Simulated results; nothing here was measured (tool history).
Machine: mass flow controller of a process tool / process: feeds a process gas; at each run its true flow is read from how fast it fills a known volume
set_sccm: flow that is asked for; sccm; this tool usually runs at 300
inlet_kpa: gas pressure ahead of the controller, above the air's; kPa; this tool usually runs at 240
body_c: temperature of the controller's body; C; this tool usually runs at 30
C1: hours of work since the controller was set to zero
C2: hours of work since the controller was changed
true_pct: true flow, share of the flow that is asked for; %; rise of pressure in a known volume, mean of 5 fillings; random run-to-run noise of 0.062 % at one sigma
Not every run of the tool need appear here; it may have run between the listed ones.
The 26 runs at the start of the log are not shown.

{"run": 27, "hour": 11177.3, "set_sccm": 131, "inlet_kpa": 240, "body_c": 30, "C1": 2988, "C2": 2988, "true_pct": 96.96}
{"run": 28, "hour": 11667.3, "set_sccm": 229, "inlet_kpa": 233, "body_c": 23, "C1": 3208, "C2": 3208, "true_pct": 97.67}
{"run": 29, "hour": 11969.5, "set_sccm": 229, "inlet_kpa": 233, "body_c": 23, "C1": 3344, "C2": 3344, "true_pct": 97.62}
{"run": 30, "hour": 12232.7, "set_sccm": 229, "inlet_kpa": 233, "body_c": 23, "C1": 3462, "C2": 3462, "true_pct": 97.71}
{"run": 31, "hour": 12543.0, "set_sccm": 300, "inlet_kpa": 203, "body_c": 24, "C1": 3602, "C2": 3602, "true_pct": 98.62}
{"run": 32, "hour": 13124.4, "set_sccm": 300, "inlet_kpa": 203, "body_c": 24, "C1": 3863, "C2": 3863, "true_pct": 98.56}
{"run": 33, "hour": 13701.8, "set_sccm": 300, "inlet_kpa": 203, "body_c": 24, "C1": 4123, "C2": 4123, "true_pct": 98.65}
{"run": 34, "hour": 14241.4, "set_sccm": 300, "inlet_kpa": 203, "body_c": 24, "C1": 4365, "C2": 4365, "true_pct": 98.69}
{"run": 35, "hour": 14761.5, "set_sccm": 300, "inlet_kpa": 203, "body_c": 24, "C1": 4599, "C2": 4599, "true_pct": 98.63}
{"run": 36, "hour": 15306.6, "set_sccm": 300, "inlet_kpa": 203, "body_c": 24, "C1": 4844, "C2": 4844, "true_pct": 98.57}
{"run": 37, "hour": 15835.2, "set_sccm": 63, "inlet_kpa": 186, "body_c": 36, "C1": 5081, "C2": 5081, "true_pct": 93.09}
{"hour": 16198.9, "done": "controller exchanged for a calibrated one"}
{"run": 38, "hour": 16332.9, "set_sccm": 63, "inlet_kpa": 186, "body_c": 36, "C1": 60, "C2": 60, "true_pct": 98.6}
{"run": 39, "hour": 16585.2, "set_sccm": 456, "inlet_kpa": 178, "body_c": 30, "C1": 174, "C2": 174, "true_pct": 100.3}
{"run": 40, "hour": 17007.7, "set_sccm": 251, "inlet_kpa": 222, "body_c": 24, "C1": 363, "C2": 363, "true_pct": 98.24}
{"run": 41, "hour": 17305.3, "set_sccm": 50, "inlet_kpa": 240, "body_c": 28, "C1": 497, "C2": 497, "true_pct": 96.65}
{"run": 42, "hour": 17562.4, "set_sccm": 50, "inlet_kpa": 240, "body_c": 28, "C1": 613, "C2": 613, "true_pct": 96.59}
{"run": 43, "hour": 18042.6, "set_sccm": 466, "inlet_kpa": 240, "body_c": 32, "C1": 829, "C2": 829, "true_pct": 100.1}

The next listed run, before its measurement:
{"run": 44, "hour": 18356.4, "set_sccm": 69, "inlet_kpa": 254, "body_c": 23, "C1": 970, "C2": 970, "true_pct": "?"}

{"run 44": {"true_pct": 95.94}}
Take away the tool's hidden state, keep the run-to-run variation as it was, and the same run would have given true_pct 96.97 %.
